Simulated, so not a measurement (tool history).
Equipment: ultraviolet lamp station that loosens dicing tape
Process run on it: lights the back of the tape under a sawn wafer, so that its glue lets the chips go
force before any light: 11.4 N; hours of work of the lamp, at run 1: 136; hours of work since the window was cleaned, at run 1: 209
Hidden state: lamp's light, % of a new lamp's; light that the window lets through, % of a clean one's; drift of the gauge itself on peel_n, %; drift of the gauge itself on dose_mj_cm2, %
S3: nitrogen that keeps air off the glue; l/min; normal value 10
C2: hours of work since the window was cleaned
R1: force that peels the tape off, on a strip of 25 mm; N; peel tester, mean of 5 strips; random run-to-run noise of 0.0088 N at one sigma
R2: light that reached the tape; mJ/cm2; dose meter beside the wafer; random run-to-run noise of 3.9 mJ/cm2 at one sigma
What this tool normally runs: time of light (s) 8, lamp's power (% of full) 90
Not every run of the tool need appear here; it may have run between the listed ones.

Run 1, day 0: usual settings; hours of work of the lamp 136; C2 209. Result: R1 0.412 N, R2 638 mJ/cm2.
Run 2, day 0.858: usual settings but S3 8 l/min; hours of work of the lamp 152; C2 225. Result: R1 0.483 N, R2 635 mJ/cm2.
Run 3, day 1.575: usual settings but S3 8 l/min; hours of work of the lamp 165; C2 238. Result: R1 0.482 N, R2 624 mJ/cm2.
Run 4, day 2.912: usual settings but time of light (s) 6; hours of work of the lamp 189; C2 263. Result: R1 0.802 N, R2 470 mJ/cm2.
Run 5, day 4.104: usual settings but time of light (s) 6; hours of work of the lamp 211; C2 285. Result: R1 0.816 N, R2 467 mJ/cm2.
Run 6, day 5.383: usual settings but time of light (s) 14; hours of work of the lamp 235; C2 308. Result: R1 0.206 N, R2 1076 mJ/cm2.
Run 7, day 6.212: usual settings but time of light (s) 14, S3 4 l/min; hours of work of the lamp 250; C2 323. Result: R1 0.267 N, R2 1060 mJ/cm2.
Run 8, day 7.004: usual settings but lamp's power (% of full) 61; hours of work of the lamp 264; C2 338. Result: R1 1.07 N, R2 408 mJ/cm2.
At day 7.138: window cleaned of glue's vapour.
Run 9, day 7.721: usual settings but lamp's power (% of full) 61; hours of work of the lamp 277; C2 11. Result: R1 1.074 N, R2 402 mJ/cm2.
Run 10, day 8.75: usual settings but time of light (s) 5, lamp's power (% of full) 68, S3 8 l/min; hours of work of the lamp 296; C2 30. Result: R1 2.467 N, R2 281 mJ/cm2.
Run 11, day 9.825: usual settings but time of light (s) 5, lamp's power (% of full) 93, S3 9 l/min; hours of work of the lamp 316; C2 49. Result: R1 1.324 N, R2 380 mJ/cm2.
At day 10.646: window cleaned of glue's vapour, once more.
Run 12, day 11.008: usual settings but lamp's power (% of full) 99, S3 7 l/min; hours of work of the lamp 337; C2 7. Result: R1 0.437 N, R2 688 mJ/cm2.
Run 13, day 11.725: usual settings but lamp's power (% of full) 99, S3 7 l/min; hours of work of the lamp 350; C2 20. Result: R1 0.428 N, R2 687 mJ/cm2.

Forecast each of these 5 alternatives for the next run:
Run A, day 13.138: usual settings but time of light (s) 9, lamp's power (% of full) 66, S3 9 l/min; hours of work of the lamp 376; C2 46. Result: R1 ?, R2 ?.
Run B, day 13.138: usual settings but time of light (s) 14, lamp's power (% of full) 96, S3 7 l/min; hours of work of the lamp 376; C2 46. Result: R1 ?, R2 ?.
Run C, day 13.138: usual settings but lamp's power (% of full) 87, S3 6 l/min; hours of work of the lamp 376; C2 46. Result: R1 ?, R2 ?.
Run D, day 13.138: usual settings but lamp's power (% of full) 99, S3 16 l/min; hours of work of the lamp 376; C2 46. Result: R1 ?, R2 ?.
Run E, day 13.138: usual settings but time of light (s) 9, lamp's power (% of full) 85, S3 7 l/min; hours of work of the lamp 376; C2 46. Result: R1 ?, R2 ?.

run     R1    R2
  A  0.703   511
  B  0.197  1160
  C  0.643   608
  D  0.278   678
  E  0.473   657
The same runs, with their run-to-run variation unchanged, on a tool lacking any hidden condition would have given:
run     R1    R2
  A  0.586   554
  B   0.19  1257
  C  0.537   659
  D  0.248   735
  E  0.398   712
